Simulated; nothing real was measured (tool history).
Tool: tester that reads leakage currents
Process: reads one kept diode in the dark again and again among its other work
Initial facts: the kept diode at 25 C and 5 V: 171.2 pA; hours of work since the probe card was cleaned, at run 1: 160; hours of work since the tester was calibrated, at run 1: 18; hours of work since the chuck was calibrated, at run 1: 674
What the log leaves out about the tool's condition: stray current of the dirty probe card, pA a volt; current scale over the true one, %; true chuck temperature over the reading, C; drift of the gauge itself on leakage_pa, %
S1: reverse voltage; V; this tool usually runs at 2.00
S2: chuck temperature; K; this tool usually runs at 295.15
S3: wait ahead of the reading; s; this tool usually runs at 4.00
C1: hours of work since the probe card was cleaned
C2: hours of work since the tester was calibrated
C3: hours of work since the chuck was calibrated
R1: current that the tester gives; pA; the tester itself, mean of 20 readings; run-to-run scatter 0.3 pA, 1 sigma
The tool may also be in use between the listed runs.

run,hour,S1,S2,S3,C1,C2,C3,R1
1,0.0,2.00,295.15,4.00,160,18,674,116.69
2,16.9,2.00,295.15,4.00,170,28,684,117.44
3,34.4,2.00,295.15,4.00,181,38,694,117.43
4,49.1,2.00,295.15,4.00,189,47,703,117.33
5,68.8,2.00,295.15,4.00,201,59,714,117.58
6,94.8,2.00,295.15,4.00,217,74,730,117.13
7,120.6,2.00,295.15,4.00,232,89,745,118.41
# hour 131.2: chuck's temperature calibrated
8,140.5,2.00,295.15,8.92,242,100,6,101.19
9,157.2,2.00,295.15,8.92,252,110,15,101.23
10,183.9,2.00,295.15,8.92,268,126,31,101.69
11,196.4,2.00,295.15,8.92,276,133,39,102.18
12,214.7,2.00,295.15,2.83,286,144,49,101.79
13,239.4,1.13,295.15,2.83,301,159,64,85.12
14,268.2,1.13,295.15,2.83,318,176,81,85.60
15,290.2,2.00,295.15,4.00,331,189,94,102.92
# hour 295.3: probe card cleaned and baked
16,319.0,2.00,295.15,4.00,14,204,109,104.50
17,332.4,2.00,295.15,4.00,22,212,117,104.08
18,345.3,2.82,295.15,4.00,30,220,125,116.76
19,362.4,2.82,295.15,4.00,40,230,135,117.17
20,375.3,2.00,295.15,4.00,47,237,143,104.38
21,388.3,2.00,295.15,4.00,55,245,151,104.86
22,413.7,1.22,315.15,1.89,70,260,166,422.61
# hour 427.3: probe card cleaned and baked, once more
23,439.3,1.22,315.15,1.89,7,273,179,423.44
24,459.2,1.22,315.15,1.89,19,285,191,422.29
25,476.4,1.53,302.15,1.93,29,295,201,169.71
26,494.5,5.30,294.15,1.68,40,306,212,133.75
27,508.2,5.30,294.15,1.68,48,314,220,132.81
28,522.4,8.69,295.15,4.00,56,323,228,169.89
29,537.3,15.05,295.15,4.00,65,332,237,204.27
30,558.3,2.00,306.15,0.54,78,344,249,257.73
31,582.4,8.87,306.15,0.73,92,358,264,415.58
32,607.1,8.87,306.15,0.73,107,373,278,416.37
33,629.9,8.87,306.15,0.73,120,386,292,420.47
34,660.6,8.87,306.15,0.73,138,405,310,419.68
35,689.8,2.88,305.15,0.73,155,422,327,272.64
36,709.7,2.88,305.15,0.73,167,434,339,273.54
37,727.6,1.01,295.15,1.92,178,444,350,87.99
38,744.7,2.00,326.15,4.95,188,454,360,1111.07
39,764.9,15.88,304.15,0.69,200,466,372,444.80
40,779.0,1.00,331.15,4.21,208,475,380,1251.77
41,798.6,2.00,316.15,8.79,220,486,392,558.14

3 options for the next run, each taken on its own from the tool as it stands now. Forecast them:
A,819.9,10.52,316.15,0.93,233,499,404,?
B,819.9,10.41,316.15,8.79,233,499,404,?
C,819.9,2.00,322.15,4.00,233,499,404,?

run,R1
A,944.90
B,939.45
C,848.61
With the hidden condition removed and each run's random variation left untouched, the same runs would have given:
run,R1
A,865.01
B,859.85
C,780.41
